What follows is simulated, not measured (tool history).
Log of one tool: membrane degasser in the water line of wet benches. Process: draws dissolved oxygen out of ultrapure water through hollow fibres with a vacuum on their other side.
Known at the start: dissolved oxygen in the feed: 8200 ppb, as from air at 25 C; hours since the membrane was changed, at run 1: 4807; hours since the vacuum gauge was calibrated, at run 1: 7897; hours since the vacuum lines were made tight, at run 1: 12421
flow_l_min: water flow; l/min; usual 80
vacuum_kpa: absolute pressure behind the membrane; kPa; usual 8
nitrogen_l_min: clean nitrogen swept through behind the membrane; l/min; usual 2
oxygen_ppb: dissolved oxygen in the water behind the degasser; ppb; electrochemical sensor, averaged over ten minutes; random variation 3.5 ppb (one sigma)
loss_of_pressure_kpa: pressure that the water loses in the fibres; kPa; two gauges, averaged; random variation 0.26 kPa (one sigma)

run	day	flow_l_min	vacuum_kpa	nitrogen_l_min	hours since the membrane was changed	hours since the vacuum gauge was calibrated	hours since the vacuum lines were made tight	oxygen_ppb	loss_of_pressure_kpa
1	0	80	8	2	4807	7897	12421	483.5	70.93
2	3.788	80	8	2	4898	7988	12512	480.4	71.31
3	8.525	80	8	2	5012	8102	12626	483.8	71.15
4	12.854	80	8	2	5116	8206	12729	490.4	71.25
5	18.746	80	8	2.98	5257	8347	12871	374.1	71.06
6	22.396	80	8	2.98	5345	8435	12958	382.3	70.83
7	27.817	80	8	2.43	5475	8565	13088	428.8	71.38
8	31.967	80	8	2.79	5574	8664	13188	394.8	71.36
# day 35.312: seals of the vacuum lines changed
9	37.992	80	8	2	5717	8807	64	494.1	71.51
# day 40.125: vacuum gauge calibrated
10	43.217	58	8	2	5842	74	189	306.3	52.02
11	48.912	113	8	2	5979	211	326	707.9	99.89
12	52.725	113	8	2	6070	302	417	703.7	100.43
13	58.908	80	8	2	6218	451	566	443.9	70.94
14	62.996	80	8	2	6316	549	664	454.9	71.58
15	66.85	80	8	4.41	6409	641	756	276.8	71.41
16	71.908	80	8	4.41	6530	763	878	276.1	71.61
17	77.079	80	8	4.41	6654	887	1002	279.1	71.38
18	80.275	80	8	4.41	6731	964	1079	281.7	71.33
19	85.208	67	8	3.92	6850	1082	1197	227.1	60.17
20	87.967	80	14.11	2	6916	1148	1263	876.5	72.34
21	90.65	80	13.89	1.02	6980	1213	1328	1324.6	72.01
22	95.183	111	5.16	4.37	7089	1321	1436	348.9	99.55
23	97.829	51	13.75	4.37	7153	1385	1500	294.7	45.8
24	101.979	51	13.75	4.37	7252	1485	1600	293.1	45.57
25	104.892	51	6.64	4.37	7322	1554	1669	109.2	45.72
26	109.996	108	8.49	5.11	7445	1677	1792	462.7	97.09
27	114.362	108	17.66	4.87	7549	1782	1897	852.4	97.23
28	118.567	108	17.66	5.64	7650	1883	1998	789.6	97.23
29	123.238	108	12.76	5.64	7762	1995	2110	606.4	96.91
30	129.567	108	12.76	5.64	7914	2147	2262	597.9	97.1
31	134.421	49	6.98	3.54	8031	2263	2378	136.5	44.06
32	137.55	49	6.98	3.54	8106	2338	2453	135.6	43.83
33	143.767	59	12.44	2.45	8255	2487	2602	491.5	53.05

3 ways to go on from here, each from the tool as it stands after run 33. What would each give?
A	147.333	59	19.06	4.55	8341	2573	2688	?	?
B	147.333	59	6.27	4.54	8341	2573	2688	?	?
C	147.333	113	4.99	2.45	8341	2573	2688	?	?

run	oxygen_ppb	loss_of_pressure_kpa
A	487.8	53.25
B	124.1	53.27
C	414.4	101.98
Without the tool's hidden state the same runs would have given:
run	oxygen_ppb	loss_of_pressure_kpa
A	478.9	51.5
B	114.9	51.53
C	375.9	98.62
